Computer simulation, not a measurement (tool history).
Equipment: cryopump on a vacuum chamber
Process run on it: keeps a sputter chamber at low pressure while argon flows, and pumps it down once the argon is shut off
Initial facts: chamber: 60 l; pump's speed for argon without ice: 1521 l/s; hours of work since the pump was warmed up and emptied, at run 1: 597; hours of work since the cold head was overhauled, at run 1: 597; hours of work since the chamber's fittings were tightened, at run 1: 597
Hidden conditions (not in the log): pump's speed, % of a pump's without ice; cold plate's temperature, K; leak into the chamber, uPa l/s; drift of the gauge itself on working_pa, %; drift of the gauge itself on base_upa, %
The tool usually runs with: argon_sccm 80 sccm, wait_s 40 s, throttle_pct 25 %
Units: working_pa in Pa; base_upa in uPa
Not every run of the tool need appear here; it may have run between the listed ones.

run,hour,argon_sccm,wait_s,throttle_pct,hours of work since the pump was warmed up and emptied,hours of work since the cold head was overhauled,hours of work since the chamber's fittings were tightened,working_pa,base_upa
1,0.0,80,40,25,597,597,597,0.3660,2.12
2,42.0,80,80,25,629,629,629,0.3677,1.31
3,79.8,80,80,25,658,658,658,0.3723,1.28
4,107.9,80,80,25,679,679,679,0.3697,1.31
5,155.0,80,40,25,715,715,715,0.3727,2.14
6,183.6,80,40,15,736,736,736,0.6080,2.18
# hour 227.5: pump warmed up, emptied and cooled again
7,245.2,80,40,15,13,779,779,0.5993,2.08
8,289.9,92,162,39,47,813,813,0.2652,0.81
9,337.8,92,162,39,84,850,850,0.2653,0.86
10,374.2,126,158,23,111,877,877,0.6142,0.87
11,402.8,126,45,21,133,899,899,0.6722,1.99
12,449.6,44,210,53,169,935,935,0.0945,0.77
13,497.1,40,82,44,205,971,971,0.1035,1.30
14,524.6,40,82,44,226,991,991,0.1053,1.33

Consider 5 possible next runs. They are alternatives, not a sequence: every one starts from the tool as it was left by run 14. What does each give?
A,558.5,136,40,34,251,1017,1017,?,?
B,558.5,46,172,17,251,1017,1017,?,?
C,558.5,94,40,25,251,1017,1017,?,?
D,558.5,82,40,39,251,1017,1017,?,?
E,558.5,98,82,44,251,1017,1017,?,?

run,working_pa,base_upa
A,0.4549,2.19
B,0.3051,0.88
C,0.4252,2.22
D,0.2410,2.15
E,0.2561,1.33
Had the tool no hidden state, the same runs would have come out as:
run,working_pa,base_upa
A,0.4441,1.87
B,0.3014,0.57
C,0.4177,1.90
D,0.2344,1.84
E,0.2483,1.01
